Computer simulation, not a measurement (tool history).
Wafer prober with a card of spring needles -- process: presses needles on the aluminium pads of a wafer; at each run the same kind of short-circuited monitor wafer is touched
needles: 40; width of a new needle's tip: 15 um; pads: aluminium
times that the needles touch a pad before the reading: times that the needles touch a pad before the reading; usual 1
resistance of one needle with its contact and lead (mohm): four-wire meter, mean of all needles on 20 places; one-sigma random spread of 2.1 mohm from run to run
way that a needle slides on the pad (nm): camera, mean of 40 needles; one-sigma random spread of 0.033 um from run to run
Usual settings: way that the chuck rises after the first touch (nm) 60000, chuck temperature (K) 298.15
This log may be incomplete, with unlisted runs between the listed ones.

run    hour  way that the chuck rises after the first touch (nm)  chuck temperature (K)  times that the needles touch a pad before the reading  resistance of one needle with its contact and lead (mohm)  way that a needle slides on the pad (nm)
  1       0                                                60000                 298.15                                                      1                                                        235                                      9250
        5.5  -- tips cleaned on abrasive film
       16.3  -- tips cleaned on abrasive film
       27.1  -- tips cleaned on abrasive film
         38  -- tips cleaned on abrasive film
       51.3  -- tips cleaned on abrasive film
  2    51.3                                                60000                 298.15                                                      1                                                        235                                      9220
       64.8  -- tips cleaned on abrasive film
       78.3  -- tips cleaned on abrasive film
       89.2  -- tips cleaned on abrasive film
      100.2  -- height of the first contact set anew
        103  -- tips cleaned on abrasive film
  3   109.4                                                60000                 298.15                                                      1                                                        235                                      9290
      114.8  -- tips cleaned on abrasive film
      125.7  -- tips cleaned on abrasive film
      136.5  -- tips cleaned on abrasive film
      147.4  -- tips cleaned on abrasive film
      160.9  -- tips cleaned on abrasive film
      174.4  -- tips cleaned on abrasive film
      185.2  -- tips cleaned on abrasive film
      196.1  -- tips cleaned on abrasive film
  4     206                                                60000                 298.15                                                      1                                                        237                                      9270
      208.7  -- tips cleaned on abrasive film
      222.3  -- tips cleaned on abrasive film
      235.8  -- tips cleaned on abrasive film
      249.3  -- tips cleaned on abrasive film
      260.2  -- tips cleaned on abrasive film
  5   264.9                                                60000                 298.15                                                      1                                                        239                                      9230
      273.1  -- tips cleaned on abrasive film
      283.9  -- tips cleaned on abrasive film
      294.8  -- tips cleaned on abrasive film
      308.3  -- tips cleaned on abrasive film
      321.8  -- tips cleaned on abrasive film
      332.7  -- tips cleaned on abrasive film
  6   337.9                                                60000                 298.15                                                      1                                                        235                                      9320
      346.1  -- tips cleaned on abrasive film
      356.9  -- tips cleaned on abrasive film
      367.8  -- tips cleaned on abrasive film
      378.6  -- tips cleaned on abrasive film
      390.8  -- tips cleaned on abrasive film
      391.1  -- height of the first contact set anew
  7   391.1                                                60000                 298.15                                                      1                                                        232                                      9270
      404.6  -- tips cleaned on abrasive film
      415.5  -- tips cleaned on abrasive film
      426.3  -- tips cleaned on abrasive film
      437.1  -- tips cleaned on abrasive film
  8   438.9                                                60000                 298.15                                                      1                                                        230                                      9280
      449.7  -- tips cleaned on abrasive film
      460.6  -- tips cleaned on abrasive film
      474.1  -- tips cleaned on abrasive film
      487.6  -- tips cleaned on abrasive film
  9   496.6                                                60000                 298.15                                                      1                                                        235                                      9330
      499.4  -- tips cleaned on abrasive film
      510.2  -- tips cleaned on abrasive film
      523.7  -- tips cleaned on abrasive film
      537.3  -- tips cleaned on abrasive film
      548.1  -- tips cleaned on abrasive film
      561.6  -- tips cleaned on abrasive film
      572.5  -- tips cleaned on abrasive film
        586  -- tips cleaned on abrasive film
 10   587.1                                                60000                 298.15                                                      1                                                        236                                      9310
      597.9  -- tips cleaned on abrasive film
      608.8  -- tips cleaned on abrasive film
      619.6  -- tips cleaned on abrasive film
      630.5  -- tips cleaned on abrasive film
 11   630.5                                                60000                 298.15                                                      1                                                        235                                      9270
      641.4  -- tips cleaned on abrasive film
      652.2  -- tips cleaned on abrasive film
      663.1  -- tips cleaned on abrasive film
      673.9  -- tips cleaned on abrasive film
      682.3  -- height of the first contact set anew
        685  -- tips cleaned on abrasive film
 12   691.7                                                60000                 298.15                                                      1                                                        236                                      9230
      697.2  -- tips cleaned on abrasive film
      710.7  -- tips cleaned on abrasive film
      721.5  -- tips cleaned on abrasive film
      735.1  -- tips cleaned on abrasive film
      745.9  -- tips cleaned on abrasive film
      756.7  -- tips cleaned on abrasive film
      767.6  -- tips cleaned on abrasive film
      781.1  -- tips cleaned on abrasive film
        792  -- tips cleaned on abrasive film
 13   792.9                                                43000                 301.15                                                      1                                                        241                                      6680
      803.8  -- tips cleaned on abrasive film
      814.6  -- tips cleaned on abrasive film
      828.2  -- tips cleaned on abrasive film
        839  -- tips cleaned on abrasive film
      852.5  -- tips cleaned on abrasive film
 14   855.4                                                43000                 301.15                                                      1                                                        243                                      6660
      863.5  -- tips cleaned on abrasive film
      874.4  -- tips cleaned on abrasive film
      885.2  -- tips cleaned on abrasive film
      896.1  -- tips cleaned on abrasive film
      908.3  -- tips cleaned on abrasive film
 15   908.3                                                60000                 300.15                                                      1                                                        235                                      9270
      919.2  -- tips cleaned on abrasive film
        930  -- tips cleaned on abrasive film
      940.9  -- tips cleaned on abrasive film
      954.4  -- tips cleaned on abrasive film
      965.2  -- tips cleaned on abrasive film
 16     966                                                69000                 298.15                                                      1                                                        231                                     10690
      974.3  -- height of the first contact set anew
      977.1  -- tips cleaned on abrasive film
        988  -- tips cleaned on abrasive film
      998.8  -- tips cleaned on abrasive film
     1009.7  -- tips cleaned on abrasive film
     1020.5  -- tips cleaned on abrasive film
       1034  -- tips cleaned on abrasive film
 17  1036.3                                                51000                 338.15                                                      2                                                        251                                      7850
     1047.2  -- tips cleaned on abrasive film
       1058  -- tips cleaned on abrasive film
     1068.9  -- tips cleaned on abrasive film
     1079.7  -- tips cleaned on abrasive film
     1090.5  -- tips cleaned on abrasive film
 18    1101                                                60000                 298.15                                                      1                                                        237                                      9270
     1103.8  -- tips cleaned on abrasive film
     1114.6  -- tips cleaned on abrasive film
     1128.2  -- tips cleaned on abrasive film
     1141.7  -- tips cleaned on abrasive film
     1152.5  -- tips cleaned on abrasive film
     1163.4  -- tips cleaned on abrasive film
     1176.9  -- tips cleaned on abrasive film
     1187.7  -- tips cleaned on abrasive film
     1201.3  -- tips cleaned on abrasive film
 19  1201.7                                                60000                 298.15                                                      1                                                        235                                      9270
     1212.5  -- tips cleaned on abrasive film
     1226.1  -- tips cleaned on abrasive film
     1239.6  -- tips cleaned on abrasive film
     1250.4  -- tips cleaned on abrasive film
       1264  -- tips cleaned on abrasive film
       1267  -- height of the first contact set anew
     1275.1  -- tips cleaned on abrasive film
 20  1282.8                                                60000                 298.15                                                      1                                                        237                                      9280
     1288.3  -- tips cleaned on abrasive film
     1301.8  -- tips cleaned on abrasive film
     1312.7  -- tips cleaned on abrasive film
     1323.5  -- tips cleaned on abrasive film
     1334.4  -- tips cleaned on abrasive film
 21  1334.6                                                61000                 305.15                                                      2                                                        237                                      9450
     1345.4  -- tips cleaned on abrasive film
     1356.2  -- tips cleaned on abrasive film
     1367.1  -- tips cleaned on abrasive film
     1377.9  -- tips cleaned on abrasive film
     1388.8  -- tips cleaned on abrasive film
     1402.3  -- tips cleaned on abrasive film
     1413.1  -- tips cleaned on abrasive film
 22  1417.9                                                60000                 330.15                                                      1                                                        244                                      9240

Alternative continuations, all from the tool just after run 22; predict every row:
       1426  -- tips cleaned on abrasive film
     1436.9  -- tips cleaned on abrasive film
     1447.7  -- tips cleaned on abrasive film
     1461.2  -- tips cleaned on abrasive film
  A  1471.2                                                64000                 322.15                                                      1                                                          ?                                         ?
       1426  -- tips cleaned on abrasive film
     1436.9  -- tips cleaned on abrasive film
     1447.7  -- tips cleaned on abrasive film
     1461.2  -- tips cleaned on abrasive film
  B  1471.2                                                60000                 315.15                                                      3                                                          ?                                         ?
       1426  -- tips cleaned on abrasive film
     1436.9  -- tips cleaned on abrasive film
     1447.7  -- tips cleaned on abrasive film
     1461.2  -- tips cleaned on abrasive film
  C  1471.2                                                46000                 327.15                                                      2                                                          ?                                         ?

run  resistance of one needle with its contact and lead (mohm)  way that a needle slides on the pad (nm)
  A                                                        237                                      9930
  B                                                        242                                      9340
  C                                                        250                                      7140
With no hidden state in the tool, these same runs would have given:
run  resistance of one needle with its contact and lead (mohm)  way that a needle slides on the pad (nm)
  A                                                        237                                      9930
  B                                                        242                                      9350
  C                                                        249                                      7140
